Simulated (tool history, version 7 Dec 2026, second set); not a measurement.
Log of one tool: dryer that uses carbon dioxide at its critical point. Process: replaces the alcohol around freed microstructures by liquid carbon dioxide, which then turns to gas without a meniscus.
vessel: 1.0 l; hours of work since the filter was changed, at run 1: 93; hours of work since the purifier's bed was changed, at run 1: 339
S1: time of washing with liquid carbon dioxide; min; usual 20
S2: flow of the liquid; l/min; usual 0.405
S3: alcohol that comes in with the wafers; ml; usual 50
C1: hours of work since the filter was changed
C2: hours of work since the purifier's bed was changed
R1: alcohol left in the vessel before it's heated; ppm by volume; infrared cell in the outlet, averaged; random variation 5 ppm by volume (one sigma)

{"run": 1, "hour": 0.0, "S1": 20, "S2": 0.405, "S3": 50, "C1": 93, "C2": 339, "R1": 84}
{"run": 2, "hour": 12.9, "S1": 20, "S2": 0.405, "S3": 50, "C1": 102, "C2": 348, "R1": 94}
{"run": 3, "hour": 38.2, "S1": 20, "S2": 0.405, "S3": 50, "C1": 120, "C2": 365, "R1": 96}
{"run": 4, "hour": 61.8, "S1": 20, "S2": 0.405, "S3": 50, "C1": 136, "C2": 382, "R1": 121}
{"run": 5, "hour": 75.8, "S1": 20, "S2": 0.405, "S3": 50, "C1": 146, "C2": 391, "R1": 132}
{"hour": 90.5, "done": "inlet filter changed"}
{"run": 6, "hour": 99.2, "S1": 20, "S2": 0.405, "S3": 28, "C1": 6, "C2": 407, "R1": 47}
{"run": 7, "hour": 123.1, "S1": 22, "S2": 0.329, "S3": 86, "C1": 22, "C2": 423, "R1": 171}
{"run": 8, "hour": 134.9, "S1": 14, "S2": 0.316, "S3": 20, "C1": 31, "C2": 432, "R1": 460}
{"run": 9, "hour": 150.2, "S1": 14, "S2": 0.316, "S3": 20, "C1": 41, "C2": 442, "R1": 471}
{"run": 10, "hour": 170.2, "S1": 18, "S2": 0.395, "S3": 25, "C1": 55, "C2": 456, "R1": 93}
{"run": 11, "hour": 186.6, "S1": 24, "S2": 0.405, "S3": 60, "C1": 66, "C2": 467, "R1": 43}
{"run": 12, "hour": 206.6, "S1": 24, "S2": 0.426, "S3": 21, "C1": 80, "C2": 481, "R1": 32}

4 ways to go on from here, each from the tool as it stands after run 12. What would each give?
{"run": "A", "hour": 222.3, "S1": 14, "S2": 0.245, "S3": 21, "C1": 91, "C2": 492, "R1": "?"}
{"run": "B", "hour": 222.3, "S1": 20, "S2": 0.534, "S3": 44, "C1": 91, "C2": 492, "R1": "?"}
{"run": "C", "hour": 222.3, "S1": 16, "S2": 0.63, "S3": 50, "C1": 91, "C2": 492, "R1": "?"}
{"run": "D", "hour": 222.3, "S1": 19, "S2": 0.674, "S3": 25, "C1": 91, "C2": 492, "R1": "?"}

run=A R1=1329
run=B R1=25
run=C R1=39
run=D R1=25
Without the tool's hidden state the same runs would have given:
run=A R1=925
run=B R1=0
run=C R1=7
run=D R1=2

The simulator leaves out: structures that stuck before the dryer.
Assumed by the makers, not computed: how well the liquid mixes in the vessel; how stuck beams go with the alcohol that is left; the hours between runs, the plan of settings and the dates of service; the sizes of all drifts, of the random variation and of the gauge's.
